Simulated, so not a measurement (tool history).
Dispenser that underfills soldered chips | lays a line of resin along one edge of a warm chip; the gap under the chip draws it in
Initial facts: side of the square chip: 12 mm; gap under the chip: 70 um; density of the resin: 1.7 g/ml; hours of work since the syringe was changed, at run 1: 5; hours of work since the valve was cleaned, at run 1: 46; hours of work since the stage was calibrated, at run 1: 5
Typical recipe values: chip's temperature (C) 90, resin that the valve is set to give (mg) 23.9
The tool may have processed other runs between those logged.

run	hour	chip's temperature (C)	resin that the valve is set to give (mg)	hours of work since the syringe was changed	hours of work since the valve was cleaned	hours of work since the stage was calibrated	time until the resin shows at the far edge (s)	resin that the valve gave (mg)
1	0.0	90	23.9	5	46	5	106.6	22.98
# hour 2.4: new syringe of resin
# hour 11.1: new syringe of resin
2	14.0	90	23.9	2	54	13	84.0	22.50
# hour 19.8: new syringe of resin
3	21.0	90	29.1	1	59	18	76.3	27.45
# hour 28.4: new syringe of resin
4	29.3	97	29.1	1	64	23	57.8	27.36
5	35.3	90	23.9	4	68	27	105.4	22.46
# hour 37.4: new syringe of resin
6	43.4	90	23.9	4	73	32	98.2	22.28
# hour 46.2: new syringe of resin
7	51.0	90	23.9	3	78	37	95.4	22.04
# hour 55.1: new syringe of resin
8	61.9	90	23.9	4	84	44	104.2	21.98
# hour 64.4: new syringe of resin
9	72.6	90	29.8	5	91	50	107.5	27.36
# hour 73.9: new syringe of resin
10	81.5	90	29.8	5	97	56	103.2	27.16
# hour 82.8: new syringe of resin
# hour 91.7: new syringe of resin
11	95.2	98	23.9	2	105	65	70.1	21.64
# hour 100.3: new syringe of resin
12	104.7	98	23.9	3	111	70	72.4	21.27
# hour 109.4: new syringe of resin
13	110.6	98	23.9	1	115	74	60.6	21.28
# hour 118.3: new syringe of resin
14	124.0	98	23.9	4	124	83	75.9	21.28
# hour 126.9: new syringe of resin
# hour 136.0: new syringe of resin
# hour 137.0: dispensing valve cleaned and set on the balance
15	138.2	90	23.9	1	1	91	77.6	23.82
# hour 146.0: new syringe of resin
16	148.7	90	23.9	2	7	97	82.9	23.81
# hour 155.2: new syringe of resin
17	161.7	90	23.9	4	16	106	101.0	23.75
# hour 163.9: new syringe of resin
# hour 172.8: new syringe of resin
18	174.4	93	21.2	1	24	114	72.3	20.76
# hour 181.8: new syringe of resin
19	188.2	80	29.1	4	32	122	137.0	28.32
# hour 191.3: new syringe of resin
20	196.7	80	29.1	4	38	128	132.2	27.99
# hour 200.5: new syringe of resin
21	205.0	80	29.1	3	43	133	123.8	28.06
# hour 209.8: new syringe of resin
22	216.4	80	29.1	4	50	140	141.8	27.88

What does the tool deliver on the next run?
# hour 218.8: new syringe of resin
# hour 228.4: new syringe of resin
23	229.5	100	29.1	1	58	148	?	?

{"run 23": {"time until the resin shows at the far edge (s)": 53.7, "resin that the valve gave (mg)": 27.48}}
With no hidden state in the tool, this same run would have given time until the resin shows at the far edge (s) 51.2, resin that the valve gave (mg) 29.05.

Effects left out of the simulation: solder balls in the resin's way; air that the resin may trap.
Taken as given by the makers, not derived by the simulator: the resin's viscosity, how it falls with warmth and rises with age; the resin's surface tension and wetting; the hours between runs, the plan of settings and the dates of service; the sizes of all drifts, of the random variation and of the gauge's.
